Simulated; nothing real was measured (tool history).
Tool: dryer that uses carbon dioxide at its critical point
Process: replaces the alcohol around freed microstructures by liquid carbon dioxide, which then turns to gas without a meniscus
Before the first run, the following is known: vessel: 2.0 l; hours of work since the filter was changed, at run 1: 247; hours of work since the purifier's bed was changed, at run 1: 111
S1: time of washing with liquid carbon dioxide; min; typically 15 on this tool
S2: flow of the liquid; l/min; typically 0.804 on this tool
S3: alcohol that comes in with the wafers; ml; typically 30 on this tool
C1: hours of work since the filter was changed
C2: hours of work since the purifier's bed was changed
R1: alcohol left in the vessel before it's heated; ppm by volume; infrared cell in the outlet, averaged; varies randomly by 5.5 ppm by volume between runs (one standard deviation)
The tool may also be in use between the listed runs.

run,day,S1,S2,S3,C1,C2,R1
1,0,15,0.804,30,247,111,213
2,1.188,15,0.804,30,261,126,224
3,2.983,15,0.804,30,283,148,228
4,4.621,15,0.804,30,304,168,223
5,5.729,15,0.804,30,317,182,241
6,7.712,15,0.804,30,342,206,246
7,9.662,15,0.982,30,366,230,119
8,11.879,15,0.804,30,393,257,268
9,12.779,9,0.804,30,404,269,1321
10,14.646,9,0.804,30,427,292,1358
11,16.725,15,0.797,30,453,317,307
12,18.646,15,0.797,30,477,341,305
13,20.583,15,0.804,34,501,365,356
14,21.912,15,0.804,34,517,381,360
15,23.112,15,0.804,34,532,396,368
16,24.092,15,0.804,34,544,408,385
17,25.683,15,0.804,34,564,428,379
# day 26.375: inlet filter changed
18,27.158,15,0.804,34,10,446,208
19,28.446,15,0.964,30,26,461,104
20,30.317,15,0.804,30,49,485,195
21,31.883,15,0.804,30,68,504,202
22,33.75,15,0.804,40,91,527,273
23,35.242,23,1.237,29,109,545,46
24,37.25,23,1.237,29,134,570,38
25,39.096,23,0.703,24,157,593,76
26,40.404,23,0.703,24,173,609,77
27,42.571,22,1.262,113,200,636,57
28,44.308,15,0.804,55,221,657,406
29,45.3,15,1.237,21,234,669,67
30,46.7,10,0.748,93,251,687,3221
31,48.558,18,1.36,26,274,710,56
32,50.4,18,1.36,26,296,732,58
33,52.088,12,1.296,59,317,753,202
34,54.212,12,1.296,59,344,779,206
35,56.171,15,0.879,66,368,804,418
36,58.325,19,0.592,36,394,830,446
37,59.35,19,0.592,36,407,843,447
38,61.196,15,0.804,35,430,866,364
39,63.375,15,0.804,42,457,893,450
40,65.421,20,0.584,47,482,918,545
41,66.917,12,0.63,74,500,936,3109
# day 67.508: purifier's bed changed
42,67.983,12,0.63,74,512,6,3080
43,69.104,15,0.63,74,526,20,1639
44,70.212,15,0.63,74,539,33,1668

Each row is a separate what-if for the run after 44, all from the same tool condition, not one after another. Results?
A,72.271,13,0.804,21,565,59,?
B,72.271,9,1.316,74,565,59,?
C,72.271,11,1.18,74,565,59,?

run,R1
A,370
B,872
C,588
Without the tool's unlogged condition, the same runs would have read:
run,R1
A,199
B,435
C,275

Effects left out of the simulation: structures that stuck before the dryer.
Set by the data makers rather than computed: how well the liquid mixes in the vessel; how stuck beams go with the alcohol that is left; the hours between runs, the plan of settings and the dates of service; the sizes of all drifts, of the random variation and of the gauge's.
